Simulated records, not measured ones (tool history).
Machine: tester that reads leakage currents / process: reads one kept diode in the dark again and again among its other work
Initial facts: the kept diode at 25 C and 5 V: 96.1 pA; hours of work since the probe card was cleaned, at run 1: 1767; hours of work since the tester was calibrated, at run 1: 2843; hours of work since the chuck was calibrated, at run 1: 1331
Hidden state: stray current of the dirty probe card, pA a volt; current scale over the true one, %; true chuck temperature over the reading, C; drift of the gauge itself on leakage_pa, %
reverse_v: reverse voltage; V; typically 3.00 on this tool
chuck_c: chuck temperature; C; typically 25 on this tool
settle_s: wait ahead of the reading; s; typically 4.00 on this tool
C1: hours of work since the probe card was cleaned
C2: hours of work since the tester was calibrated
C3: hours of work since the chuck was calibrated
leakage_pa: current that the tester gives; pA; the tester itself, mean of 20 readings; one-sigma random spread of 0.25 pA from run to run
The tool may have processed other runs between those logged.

Run 1, hour 0.0: usual settings; C1 1767; C2 2843; C3 1331. Result: leakage_pa 82.29 pA.
Run 2, hour 103.2: usual settings but settle_s 0.98 s; C1 1844; C2 2920; C3 1408. Result: leakage_pa 82.38 pA.
Run 3, hour 205.5: usual settings but settle_s 0.98 s; C1 1920; C2 2996; C3 1484. Result: leakage_pa 81.83 pA.
Run 4, hour 310.9: usual settings but chuck_c 29 C; C1 1998; C2 3074; C3 1562. Result: leakage_pa 117.37 pA.
Run 5, hour 428.6: usual settings but chuck_c 29 C; C1 2086; C2 3162; C3 1650. Result: leakage_pa 116.99 pA.
Run 6, hour 566.4: usual settings but chuck_c 29 C; C1 2188; C2 3264; C3 1752. Result: leakage_pa 117.12 pA.

Run 7 has not been measured yet. What should we expect?
Run 7, hour 698.4: usual settings but reverse_v 9.17 V, chuck_c 23 C, settle_s 4.06 s; C1 2286; C2 3362; C3 1850. Result: leakage_pa ?.

leakage_pa: 97.14 pA
The same run, on a tool lacking any hidden state, would have yielded leakage_pa 97.11 pA.
